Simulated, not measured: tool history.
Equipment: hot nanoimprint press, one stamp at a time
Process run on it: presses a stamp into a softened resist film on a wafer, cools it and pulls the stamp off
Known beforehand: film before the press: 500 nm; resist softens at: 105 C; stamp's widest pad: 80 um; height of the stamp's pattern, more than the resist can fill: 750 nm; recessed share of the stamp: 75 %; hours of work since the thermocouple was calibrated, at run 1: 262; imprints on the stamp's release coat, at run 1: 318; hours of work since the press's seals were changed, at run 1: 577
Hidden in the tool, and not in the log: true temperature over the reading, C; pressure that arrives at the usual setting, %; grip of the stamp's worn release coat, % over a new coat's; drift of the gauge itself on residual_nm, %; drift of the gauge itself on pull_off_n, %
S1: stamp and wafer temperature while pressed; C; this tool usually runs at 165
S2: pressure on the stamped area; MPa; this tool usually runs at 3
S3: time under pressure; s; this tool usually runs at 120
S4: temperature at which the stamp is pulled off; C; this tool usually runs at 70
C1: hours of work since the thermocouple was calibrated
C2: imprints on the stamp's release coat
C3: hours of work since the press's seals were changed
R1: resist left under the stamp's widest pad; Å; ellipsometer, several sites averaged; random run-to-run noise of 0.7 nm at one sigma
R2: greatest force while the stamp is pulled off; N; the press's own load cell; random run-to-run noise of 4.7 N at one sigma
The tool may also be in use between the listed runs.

Run 1, day 0: usual settings; C1 262; C2 318; C3 577. Result: R1 1761 Å, R2 252 N.
Run 2, day 1.562: usual settings; C1 291; C2 504; C3 606. Result: R1 1754 Å, R2 265 N.
Run 3, day 3.438: usual settings; C1 326; C2 726; C3 641. Result: R1 1753 Å, R2 285 N.
Run 4, day 5.604: usual settings; C1 366; C2 983; C3 682. Result: R1 1731 Å, R2 311 N.
Run 5, day 7.521: usual settings; C1 402; C2 1210; C3 717. Result: R1 1728 Å, R2 332 N.
At day 8.971: stamp cleaned and given a new release coat.
Run 6, day 10.046: usual settings; C1 444; C2 128; C3 760. Result: R1 1721 Å, R2 240 N.
Run 7, day 11.379: usual settings; C1 469; C2 285; C3 784. Result: R1 1713 Å, R2 253 N.
Run 8, day 12.462: usual settings; C1 489; C2 414; C3 805. Result: R1 1717 Å, R2 261 N.
At day 13.254: plate thermocouple calibrated.
Run 9, day 14.692: usual settings; C1 27; C2 663; C3 844. Result: R1 1690 Å, R2 275 N.
Run 10, day 17.117: usual settings but S2 3.35 MPa; C1 72; C2 951; C3 889. Result: R1 1588 Å, R2 297 N.
At day 18.596: plate thermocouple calibrated, once more.
Run 11, day 18.596: usual settings but S2 3.35 MPa; C1 0; C2 1111; C3 914. Result: R1 1788 Å, R2 337 N.
Run 12, day 19.796: usual settings but S2 3.35 MPa; C1 22; C2 1254; C3 937. Result: R1 1787 Å, R2 342 N.
At day 20.862: stamp cleaned and given a new release coat.
Run 13, day 22.458: usual settings but S2 4.03 MPa; C1 67; C2 189; C3 981. Result: R1 1601 Å, R2 244 N.
Run 14, day 24.792: usual settings; C1 111; C2 466; C3 1025. Result: R1 1884 Å, R2 272 N.
Run 15, day 26.721: usual settings; C1 147; C2 695; C3 1061. Result: R1 1866 Å, R2 284 N.
Run 16, day 29.162: usual settings; C1 192; C2 984; C3 1106. Result: R1 1852 Å, R2 317 N.
Run 17, day 31.204: usual settings; C1 230; C2 1226; C3 1144. Result: R1 1863 Å, R2 338 N.
At day 32.504: stamp cleaned and given a new release coat.
Run 18, day 32.683: usual settings; C1 253; C2 21; C3 1167. Result: R1 1849 Å, R2 229 N.
At day 34.425: press's hydraulic seals changed and the load cell set to zero.
Run 19, day 34.571: usual settings but S4 77 C; C1 282; C2 205; C3 3. Result: R1 1761 Å, R2 234 N.
Run 20, day 35.971: usual settings but S4 77 C; C1 308; C2 371; C3 29. Result: R1 1759 Å, R2 245 N.
Run 21, day 37.542: usual settings but S4 77 C; C1 337; C2 557; C3 58. Result: R1 1743 Å, R2 252 N.
Run 22, day 38.817: usual settings but S2 3.38 MPa, S3 219 s, S4 60 C; C1 361; C2 708; C3 82. Result: R1 1300 Å, R2 315 N.
Run 23, day 40.833: usual settings but S3 85 s, S4 62 C; C1 398; C2 948; C3 119. Result: R1 1962 Å, R2 330 N.
Run 24, day 42.258: usual settings but S1 163 C, S2 2.71 MPa, S3 164 s, S4 56 C; C1 425; C2 1116; C3 146. Result: R1 1823 Å, R2 372 N.
Run 25, day 43.879: usual settings but S2 2.19 MPa, S3 164 s, S4 68 C; C1 455; C2 1308; C3 176. Result: R1 1868 Å, R2 342 N.

What will run 26 give?
At day 44.658: stamp cleaned and given a new release coat.
Run 26, day 45.454: usual settings but S1 160 C; C1 480; C2 94; C3 201. Result: R1 ?, R2 ?.

Run 26 produced R1 2212 Å, R2 246 N.
Had the tool carried no hidden state, the very same run would have given R1 2318 Å, R2 240 N.
